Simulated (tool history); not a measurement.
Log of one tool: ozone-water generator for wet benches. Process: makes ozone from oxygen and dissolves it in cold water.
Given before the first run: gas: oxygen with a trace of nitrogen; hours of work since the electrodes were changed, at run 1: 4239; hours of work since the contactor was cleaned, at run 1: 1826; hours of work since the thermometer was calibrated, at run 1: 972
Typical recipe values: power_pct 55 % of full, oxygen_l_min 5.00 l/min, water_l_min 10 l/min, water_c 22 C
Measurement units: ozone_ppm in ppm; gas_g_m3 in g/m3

run    hour  power_pct  oxygen_l_min  water_l_min  water_c  hours of work since the electrodes were changed  hours of work since the contactor was cleaned  hours of work since the thermometer was calibrated  ozone_ppm  gas_g_m3
  1     0.0         55          5.00           10       22                                             4239                                           1826                                                 972       11.5     105.8
  2   117.2         55          5.00           10       22                                             4349                                           1936                                                1082       11.4     103.7
  3   218.5         55          5.00           10       22                                             4444                                           2031                                                1177       11.4     104.1
  4   284.0         55          5.00           10       22                                             4505                                           2092                                                1238       11.0     103.9
  5   399.7         55          5.00           10       22                                             4614                                           2201                                                1347       11.1     103.0
  6   449.6         55          6.97           10       22                                             4661                                           2248                                                1394       10.7      88.3
  7   531.3         55          6.97           10       22                                             4737                                           2325                                                1471       10.7      89.1
  8   627.3         55          5.00           10       27                                             4827                                           2415                                                1561        9.6     101.2
  9   714.0         55          5.00           10       27                                             4909                                           2496                                                1642        9.8     100.7
 10   808.7         55          5.00           10       27                                             4998                                           2585                                                1731        9.4     100.0
 11   908.8         55          5.00           10       22                                             5092                                           2679                                                1825       10.6      99.3
      972.1  -- contactor cleaned
 12   995.8         55          5.00           10       22                                             5170                                             22                                                1903       10.3      98.9
 13  1053.5         55          4.27           10       22                                             5224                                             76                                                1957       10.5     105.3
 14  1115.2         55          4.27           10       22                                             5282                                            134                                                2015       10.3     105.5
 15  1235.0         42          2.54           10       22                                             5394                                            247                                                2127        8.7     112.9
 16  1291.7         42          2.54           10       22                                             5447                                            300                                                2180        8.7     113.0
 17  1397.7         42          2.54           11       27                                             5547                                            399                                                2280        7.3     112.2

Run 18 comes next. What will it give?
 18  1485.4         42          2.54           11       27                                             5629                                            482                                                2362          ?         ?

ozone_ppm: 7.1 ppm
gas_g_m3: 112.5 g/m3
With the hidden condition absent and the run-to-run variation left alone, this run would have shown ozone_ppm 10.1 ppm, gas_g_m3 145.3 g/m3.
